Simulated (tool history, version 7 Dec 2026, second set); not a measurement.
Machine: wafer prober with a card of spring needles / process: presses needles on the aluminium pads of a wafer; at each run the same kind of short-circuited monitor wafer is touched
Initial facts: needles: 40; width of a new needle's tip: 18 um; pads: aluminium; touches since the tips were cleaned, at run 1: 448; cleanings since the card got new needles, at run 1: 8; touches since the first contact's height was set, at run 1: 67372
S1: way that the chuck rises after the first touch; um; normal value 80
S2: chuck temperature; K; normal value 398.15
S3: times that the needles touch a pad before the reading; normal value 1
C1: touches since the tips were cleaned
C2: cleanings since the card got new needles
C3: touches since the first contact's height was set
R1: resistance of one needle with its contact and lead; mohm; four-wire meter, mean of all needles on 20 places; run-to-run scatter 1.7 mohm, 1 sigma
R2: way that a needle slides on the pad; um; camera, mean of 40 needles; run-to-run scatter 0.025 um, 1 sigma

{"run": 1, "hour": 0.0, "S1": 80, "S2": 398.15, "S3": 1, "C1": 448, "C2": 8, "C3": 67372, "R1": 170, "R2": 13.23}
{"hour": 20.9, "done": "tips cleaned on abrasive film"}
{"run": 2, "hour": 24.0, "S1": 80, "S2": 398.15, "S3": 1, "C1": 1099, "C2": 9, "C3": 75720, "R1": 170, "R2": 13.24}
{"run": 3, "hour": 36.2, "S1": 80, "S2": 398.15, "S3": 1, "C1": 5368, "C2": 9, "C3": 79989, "R1": 168, "R2": 13.25}
{"hour": 41.6, "done": "tips cleaned on abrasive film"}
{"run": 4, "hour": 59.2, "S1": 80, "S2": 398.15, "S3": 1, "C1": 6132, "C2": 10, "C3": 87967, "R1": 167, "R2": 13.25}
{"hour": 62.4, "done": "tips cleaned on abrasive film"}
{"run": 5, "hour": 74.5, "S1": 80, "S2": 398.15, "S3": 1, "C1": 4230, "C2": 11, "C3": 93276, "R1": 167, "R2": 13.27}
{"hour": 83.1, "done": "tips cleaned on abrasive film"}
{"run": 6, "hour": 91.2, "S1": 80, "S2": 398.15, "S3": 1, "C1": 2797, "C2": 12, "C3": 99065, "R1": 167, "R2": 13.24}
{"hour": 104.6, "done": "tips cleaned on abrasive film"}
{"run": 7, "hour": 114.2, "S1": 80, "S2": 323.15, "S3": 1, "C1": 3336, "C2": 13, "C3": 107075, "R1": 153, "R2": 13.26}
{"hour": 126.6, "done": "tips cleaned on abrasive film"}
{"run": 8, "hour": 130.3, "S1": 68, "S2": 398.15, "S3": 1, "C1": 1298, "C2": 14, "C3": 112676, "R1": 169, "R2": 11.24}
{"hour": 147.5, "done": "height of the first contact set anew"}
{"hour": 149.4, "done": "tips cleaned on abrasive film"}
{"run": 9, "hour": 150.0, "S1": 73, "S2": 398.15, "S3": 1, "C1": 217, "C2": 15, "C3": 849, "R1": 170, "R2": 12.14}
{"run": 10, "hour": 164.3, "S1": 73, "S2": 398.15, "S3": 1, "C1": 5203, "C2": 15, "C3": 5835, "R1": 173, "R2": 12.07}
{"hour": 171.3, "done": "tips cleaned on abrasive film"}
{"run": 11, "hour": 181.8, "S1": 73, "S2": 398.15, "S3": 1, "C1": 3686, "C2": 16, "C3": 11934, "R1": 169, "R2": 12.1}
{"hour": 192.5, "done": "tips cleaned on abrasive film"}
{"run": 12, "hour": 203.8, "S1": 84, "S2": 305.15, "S3": 2, "C1": 3941, "C2": 17, "C3": 19578, "R1": 152, "R2": 13.94}
{"hour": 214.1, "done": "tips cleaned on abrasive film"}
{"run": 13, "hour": 223.7, "S1": 80, "S2": 332.15, "S3": 1, "C1": 3354, "C2": 18, "C3": 26498, "R1": 153, "R2": 13.27}
{"run": 14, "hour": 234.5, "S1": 80, "S2": 332.15, "S3": 1, "C1": 7113, "C2": 18, "C3": 30257, "R1": 155, "R2": 13.24}
{"hour": 236.4, "done": "tips cleaned on abrasive film"}
{"run": 15, "hour": 248.6, "S1": 79, "S2": 398.15, "S3": 1, "C1": 4237, "C2": 19, "C3": 35131, "R1": 167, "R2": 13.07}
{"hour": 258.5, "done": "tips cleaned on abrasive film"}
{"run": 16, "hour": 264.8, "S1": 79, "S2": 398.15, "S3": 1, "C1": 2210, "C2": 20, "C3": 40783, "R1": 168, "R2": 13.06}
{"hour": 281.0, "done": "tips cleaned on abrasive film"}
{"run": 17, "hour": 286.8, "S1": 79, "S2": 398.15, "S3": 1, "C1": 2053, "C2": 21, "C3": 48430, "R1": 169, "R2": 13.06}
{"run": 18, "hour": 299.9, "S1": 79, "S2": 398.15, "S3": 1, "C1": 6619, "C2": 21, "C3": 52996, "R1": 168, "R2": 13.02}
{"hour": 301.7, "done": "tips cleaned on abrasive film"}
{"run": 19, "hour": 319.2, "S1": 89, "S2": 301.15, "S3": 1, "C1": 6130, "C2": 22, "C3": 59715, "R1": 150, "R2": 14.74}
{"hour": 323.3, "done": "tips cleaned on abrasive film"}
{"run": 20, "hour": 334.3, "S1": 89, "S2": 301.15, "S3": 1, "C1": 3860, "C2": 23, "C3": 64948, "R1": 151, "R2": 14.76}
{"hour": 344.9, "done": "tips cleaned on abrasive film"}
{"run": 21, "hour": 352.4, "S1": 89, "S2": 301.15, "S3": 1, "C1": 2636, "C2": 24, "C3": 71239, "R1": 148, "R2": 14.74}
{"run": 22, "hour": 363.5, "S1": 89, "S2": 301.15, "S3": 1, "C1": 6505, "C2": 24, "C3": 75108, "R1": 151, "R2": 14.75}

What if the next run were any one of these 3? Each begins from the tool's condition after run 22:
{"hour": 365.8, "done": "tips cleaned on abrasive film"}
{"run": "A", "hour": 384.3, "S1": 87, "S2": 397.15, "S3": 1, "C1": 6457, "C2": 25, "C3": 82326, "R1": "?", "R2": "?"}
{"hour": 365.8, "done": "tips cleaned on abrasive film"}
{"run": "B", "hour": 384.3, "S1": 96, "S2": 398.15, "S3": 1, "C1": 6457, "C2": 25, "C3": 82326, "R1": "?", "R2": "?"}
{"hour": 365.8, "done": "tips cleaned on abrasive film"}
{"run": "C", "hour": 384.3, "S1": 89, "S2": 396.15, "S3": 1, "C1": 6457, "C2": 25, "C3": 82326, "R1": "?", "R2": "?"}

run=A R1=165 R2=14.45
run=B R1=166 R2=15.88
run=C R1=165 R2=14.75
Stripped of hidden state, with their random variation kept, the same runs would have yielded:
run=A R1=165 R2=14.45
run=B R1=166 R2=15.88
run=C R1=164 R2=14.75

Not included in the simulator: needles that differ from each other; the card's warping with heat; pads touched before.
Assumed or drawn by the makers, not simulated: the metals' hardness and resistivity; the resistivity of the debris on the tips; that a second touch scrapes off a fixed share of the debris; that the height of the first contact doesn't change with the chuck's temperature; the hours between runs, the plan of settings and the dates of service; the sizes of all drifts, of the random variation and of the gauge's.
